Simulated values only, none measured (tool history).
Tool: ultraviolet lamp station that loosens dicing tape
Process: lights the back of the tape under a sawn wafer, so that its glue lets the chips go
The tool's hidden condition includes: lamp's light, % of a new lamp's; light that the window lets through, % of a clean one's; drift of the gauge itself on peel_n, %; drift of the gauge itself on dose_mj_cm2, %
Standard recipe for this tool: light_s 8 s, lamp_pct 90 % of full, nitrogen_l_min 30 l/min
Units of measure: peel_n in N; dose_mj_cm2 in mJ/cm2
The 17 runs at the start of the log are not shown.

run     day  light_s  lamp_pct  nitrogen_l_min  hours of work of the lamp  hours of work since the window was cleaned  peel_n  dose_mj_cm2
     10.679  -- window cleaned of glue's vapour, once more
 18  10.967        8        90              30                        512                                           5   0.617          313
 19  11.721        8        90              30                        524                                          17   0.626          311
 20  12.538        8        90              30                        537                                          30   0.621          310
 21  13.121        8        81              30                        546                                          39   0.724          282
 22  13.958       14        70              35                        560                                          53   0.373          415
 23  14.621       14        70              53                        570                                          63    0.31          416
 24  15.396       14        70              53                        583                                          76   0.316          410
 25  15.946       14        70              53                        592                                          84   0.323          416
 26  16.538        7        79              15                        601                                          94   1.532          232
 27  17.421        8        79              15                        615                                         108   1.238          267
 28  18.121        5        79              15                        626                                         119   2.244          168
 29  18.633        5        79              18                        635                                         128   2.016          163
 30  19.133        5        79              18                        643                                         136   2.061          163
 31  19.912        5        79              18                        655                                         148   2.138          161
 32  20.692        6        81              18                        668                                         160   1.601          199
 33  21.338       11        68              20                        678                                         171   0.829          306
 34  22.138       11        68              20                        691                                         184   0.843          307
 35  22.675       15        68              20                        699                                         192   0.505          412
 36    23.4       15        68              20                        711                                         204   0.473          411
 37  24.179       12        97              10                        724                                         216   0.635          471
 38  24.762       11        85              16                        733                                         226   0.661          375
 39  25.258        4        63              49                        741                                         234   2.379           97
 40    25.8        6        84              24                        749                                         242   1.436          198
 41  26.217        5        90              30                        756                                         249   1.482          176
 42  26.979        5        90              30                        768                                         261   1.466          176

Below are 5 alternative next runs, each starting from the tool's condition after run 42. Predict each:
  A  27.571        8        94              30                        778                                         271       ?            ?
  B  27.571        8        90              30                        778                                         271       ?            ?
  C  27.571       14        87               9                        778                                         271       ?            ?
  D  27.571        8        66              18                        778                                         271       ?            ?
  E  27.571        4        90              30                        778                                         271       ?            ?

run  peel_n  dose_mj_cm2
  A   0.656          294
  B   0.717          276
  C   0.662          478
  D   1.556          208
  E    1.99          142
Stripped of hidden state, with their random variation kept, the same runs would have yielded:
run  peel_n  dose_mj_cm2
  A   0.465          362
  B   0.506          341
  C   0.471          589
  D   1.158          255
  E   1.541          175
